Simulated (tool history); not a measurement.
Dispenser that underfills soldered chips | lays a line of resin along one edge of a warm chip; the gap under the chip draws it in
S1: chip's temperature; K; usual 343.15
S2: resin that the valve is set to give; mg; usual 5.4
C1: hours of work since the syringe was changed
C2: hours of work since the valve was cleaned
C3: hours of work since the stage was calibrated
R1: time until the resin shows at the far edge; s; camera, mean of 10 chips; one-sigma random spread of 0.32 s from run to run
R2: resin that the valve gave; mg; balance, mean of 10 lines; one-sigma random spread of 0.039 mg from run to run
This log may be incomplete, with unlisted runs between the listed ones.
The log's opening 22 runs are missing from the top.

run     day      S1    S2  C1  C2   C3    R1    R2
 23   7.525  358.15  4.96   3  37  242   6.5  4.84
      7.667  -- new syringe of resin
 24   7.954  354.15  5.09   5  43  249   7.6   4.9
          8  -- new syringe of resin
 25   8.158  336.15  6.63   3  47  252  15.1  6.37
       8.35  -- new syringe of resin
 26   8.554  343.15  6.76   3  53  258  10.9  6.42
        8.7  -- new syringe of resin
 27   8.879  352.15  5.65   3  58  264   7.9   5.4
      9.042  -- new syringe of resin
 28   9.308  331.15  6.53   4  65  270  20.9  6.17
      9.383  -- new syringe of resin
 29   9.638  331.15  6.53   4  70  275  20.9  6.08
      9.729  -- new syringe of resin
     10.075  -- new syringe of resin
 30  10.075  331.15  6.53   0  77  282  16.5  6.17
 31  10.371  353.15   5.1   5  82  287   8.2  4.76
     10.421  -- new syringe of resin
 32  10.604  330.15  6.18   3  85  291  20.7  5.76
     10.775  -- new syringe of resin
 33  10.858  330.15  6.18   1  89  295  18.9  5.65
 34  11.083  350.15  5.49   5  93  298    10  5.09

Forecast run 35:
     11.121  -- new syringe of resin
 35  11.396  338.15  4.77   5  98  303   ?   ?

For run 35 the tool returned R1 16.6 s, R2 4.44 mg.
Had the tool carried no hidden state, the very same run would have given R1 14 s, R2 4.84 mg.
